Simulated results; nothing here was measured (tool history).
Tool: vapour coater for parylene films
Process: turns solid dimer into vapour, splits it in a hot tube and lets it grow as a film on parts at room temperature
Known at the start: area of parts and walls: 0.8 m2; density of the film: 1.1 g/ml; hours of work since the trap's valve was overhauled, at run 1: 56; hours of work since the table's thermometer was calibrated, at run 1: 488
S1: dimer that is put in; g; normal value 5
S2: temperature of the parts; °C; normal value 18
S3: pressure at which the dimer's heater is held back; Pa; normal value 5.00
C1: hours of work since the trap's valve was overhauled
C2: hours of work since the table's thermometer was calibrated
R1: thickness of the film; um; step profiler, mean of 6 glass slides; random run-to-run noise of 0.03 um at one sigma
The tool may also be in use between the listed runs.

run,hour,S1,S2,S3,C1,C2,R1
1,0.0,5,18,5.00,56,488,2.72
2,14.1,5,18,5.00,67,499,2.73
3,24.5,5,18,5.00,75,508,2.70
4,36.0,5,18,5.00,84,517,2.71
5,49.0,5,18,5.00,95,527,2.70
6,62.2,4,18,5.00,105,538,2.16
7,72.4,4,18,2.29,113,546,2.34
8,83.6,4,18,2.29,122,555,2.25
9,95.6,4,18,2.29,132,564,2.31
10,112.3,3,18,3.55,145,578,1.67
11,126.7,2,12,6.46,156,589,1.31
12,141.3,2,12,6.46,168,601,1.43
13,154.5,3,14,5.00,179,611,1.95
14,164.5,3,22,5.00,187,619,1.36
15,177.1,5,28,2.41,197,629,1.84
16,187.2,5,27,5.00,205,637,1.87
17,198.9,7,26,8.48,214,647,2.57

Below are 4 alternative next runs, each starting from the tool's condition after run 17. Predict each:
A,210.8,5,15,8.48,223,656,?
B,210.8,5,14,5.00,223,656,?
C,210.8,8,11,4.30,223,656,?
D,210.8,8,18,6.17,223,656,?

run,R1
A,3.00
B,3.22
C,6.07
D,4.28
What these runs would have given with no unlogged condition in the tool:
run,R1
A,3.01
B,3.24
C,6.10
D,4.31
